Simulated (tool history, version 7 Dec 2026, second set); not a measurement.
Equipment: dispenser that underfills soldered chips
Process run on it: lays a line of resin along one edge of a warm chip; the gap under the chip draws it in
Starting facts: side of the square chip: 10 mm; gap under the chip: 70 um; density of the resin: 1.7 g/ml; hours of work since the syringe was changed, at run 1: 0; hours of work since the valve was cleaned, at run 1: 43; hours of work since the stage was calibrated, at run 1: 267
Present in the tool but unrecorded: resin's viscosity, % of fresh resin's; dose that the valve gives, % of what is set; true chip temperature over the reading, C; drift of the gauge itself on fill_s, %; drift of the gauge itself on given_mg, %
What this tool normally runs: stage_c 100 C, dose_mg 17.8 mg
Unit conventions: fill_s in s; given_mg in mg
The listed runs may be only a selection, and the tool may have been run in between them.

| run | hour | stage_c | dose_mg | hours of work since the syringe was changed | hours of work since the valve was cleaned | hours of work since the stage was calibrated | fill_s | given_mg |
|---|---|---|---|---|---|---|---|---|
| 1 | 0.0 | 100 | 17.8 | 0 | 43 | 267 | 74.1 | 17.60 |
| 2 | 7.0 | 96 | 17.8 | 5 | 48 | 272 | 115.6 | 17.55 |
| 3 | 12.6 | 96 | 17.8 | 9 | 52 | 276 | 145.9 | 17.60 |
|  | 17.0 | new syringe of resin |
| 4 | 20.4 | 96 | 17.8 | 2 | 57 | 282 | 101.4 | 17.43 |
| 5 | 28.7 | 96 | 17.8 | 8 | 63 | 287 | 146.7 | 17.45 |
| 6 | 33.4 | 96 | 17.8 | 12 | 66 | 291 | 178.2 | 17.50 |
|  | 34.2 | new syringe of resin |
| 7 | 44.0 | 96 | 17.8 | 7 | 74 | 298 | 126.6 | 17.35 |
|  | 51.3 | new syringe of resin |
| 8 | 53.3 | 96 | 17.8 | 1 | 80 | 304 | 90.2 | 17.42 |
| 9 | 58.6 | 100 | 17.8 | 5 | 84 | 308 | 100.5 | 17.30 |
| 10 | 65.4 | 100 | 17.8 | 10 | 88 | 313 | 137.6 | 17.27 |
|  | 68.3 | new syringe of resin |
| 11 | 71.6 | 100 | 17.8 | 2 | 93 | 317 | 83.8 | 17.20 |
| 12 | 78.5 | 94 | 17.8 | 7 | 98 | 322 | 139.6 | 17.19 |
| 13 | 83.3 | 94 | 17.8 | 11 | 101 | 325 | 176.7 | 17.17 |
|  | 85.7 | new syringe of resin |
| 14 | 90.6 | 94 | 17.8 | 3 | 106 | 330 | 113.1 | 17.16 |
| 15 | 100.4 | 94 | 17.8 | 10 | 113 | 337 | 175.9 | 17.05 |
|  | 103.2 | new syringe of resin |
| 16 | 107.9 | 92 | 15.2 | 3 | 118 | 342 | 127.2 | 14.59 |
| 17 | 113.1 | 100 | 19.6 | 7 | 122 | 346 | 114.4 | 18.71 |
| 18 | 119.6 | 100 | 17.0 | 12 | 126 | 351 | 151.8 | 16.30 |
|  | 120.3 | new syringe of resin |
| 19 | 126.8 | 106 | 20.4 | 5 | 131 | 356 | 78.0 | 19.42 |
| 20 | 136.3 | 88 | 20.5 | 11 | 138 | 362 | 217.9 | 19.57 |
|  | 137.4 | new syringe of resin |
|  | 140.3 | dispensing valve cleaned and set on the balance |
| 21 | 147.6 | 88 | 20.5 | 7 | 5 | 369 | 164.8 | 20.50 |
|  | 155.6 | new syringe of resin |
| 22 | 156.2 | 96 | 17.8 | 0 | 11 | 375 | 86.7 | 17.70 |
| 23 | 162.1 | 96 | 17.8 | 5 | 15 | 379 | 112.1 | 17.66 |
| 24 | 167.7 | 109 | 19.5 | 9 | 19 | 383 | 88.9 | 19.32 |
|  | 173.3 | new syringe of resin |
| 25 | 174.1 | 114 | 18.0 | 1 | 24 | 388 | 47.2 | 17.82 |
| 26 | 184.2 | 114 | 18.0 | 8 | 31 | 395 | 73.4 | 17.86 |
|  | 190.4 | new syringe of resin |
| 27 | 193.1 | 114 | 18.0 | 2 | 37 | 401 | 51.3 | 17.68 |
| 28 | 197.3 | 103 | 16.8 | 5 | 40 | 404 | 90.9 | 16.62 |
| 29 | 205.5 | 103 | 16.8 | 11 | 45 | 410 | 130.0 | 16.52 |

Hidden state or all else? Some run-to-run changes of fill_s, split into what the settings, what came in and random variation would give without the hidden state, and what is left for the hidden state (with any gauge scatter that isn't in both results):
Run 13 -> 14: new syringe of resin. fill_s -63.6 s: hidden state -62.8, all else -0.8.
Run 19 -> 20: stage_c 106 -> 88, dose_mg 20.4 -> 20.5. fill_s +139.9 s: hidden state +86.9, all else +53.0.
Run 21 -> 22: stage_c 88 -> 96, dose_mg 20.5 -> 17.8, new syringe of resin. fill_s -78.1 s: hidden state -51.2, all else -26.9.
